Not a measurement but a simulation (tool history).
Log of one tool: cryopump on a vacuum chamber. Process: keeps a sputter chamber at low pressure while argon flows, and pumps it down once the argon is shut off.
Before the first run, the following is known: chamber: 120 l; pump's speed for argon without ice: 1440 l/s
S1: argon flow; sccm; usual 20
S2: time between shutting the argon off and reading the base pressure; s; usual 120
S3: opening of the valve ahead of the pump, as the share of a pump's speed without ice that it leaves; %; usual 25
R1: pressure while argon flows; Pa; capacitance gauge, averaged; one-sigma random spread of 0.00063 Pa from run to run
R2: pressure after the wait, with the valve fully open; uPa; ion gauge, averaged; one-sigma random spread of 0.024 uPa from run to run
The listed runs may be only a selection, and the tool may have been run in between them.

{"run": 1, "day": 0.0, "S1": 20, "S2": 120, "S3": 25, "R1": 0.0958, "R2": 1.08}
{"run": 2, "day": 4.292, "S1": 20, "S2": 120, "S3": 25, "R1": 0.0955, "R2": 1.1}
{"run": 3, "day": 8.608, "S1": 20, "S2": 120, "S3": 45, "R1": 0.0542, "R2": 1.14}
{"run": 4, "day": 12.854, "S1": 20, "S2": 120, "S3": 45, "R1": 0.0553, "R2": 1.1}
{"run": 5, "day": 15.338, "S1": 20, "S2": 120, "S3": 25, "R1": 0.0979, "R2": 1.11}
{"run": 6, "day": 18.5, "S1": 20, "S2": 120, "S3": 25, "R1": 0.097, "R2": 1.14}
{"run": 7, "day": 20.967, "S1": 20, "S2": 120, "S3": 25, "R1": 0.0963, "R2": 1.15}
{"run": 8, "day": 25.304, "S1": 20, "S2": 120, "S3": 19, "R1": 0.1277, "R2": 1.2}
{"run": 9, "day": 29.762, "S1": 20, "S2": 120, "S3": 19, "R1": 0.1281, "R2": 1.2}
{"run": 10, "day": 33.688, "S1": 20, "S2": 120, "S3": 19, "R1": 0.1287, "R2": 1.19}
{"run": 11, "day": 37.704, "S1": 20, "S2": 120, "S3": 19, "R1": 0.1292, "R2": 1.17}

Estimate the outcome of run 12 from the log above:
{"day": 39.5, "done": "pump warmed up, emptied and cooled again"}
{"run": 12, "day": 39.967, "S1": 20, "S2": 120, "S3": 19, "R1": "?", "R2": "?"}

R1: 0.1248 Pa
R2: 1.17 uPa
Had the tool carried no hidden state, the very same run would have given R1 0.1239 Pa, R2 0.95 uPa.

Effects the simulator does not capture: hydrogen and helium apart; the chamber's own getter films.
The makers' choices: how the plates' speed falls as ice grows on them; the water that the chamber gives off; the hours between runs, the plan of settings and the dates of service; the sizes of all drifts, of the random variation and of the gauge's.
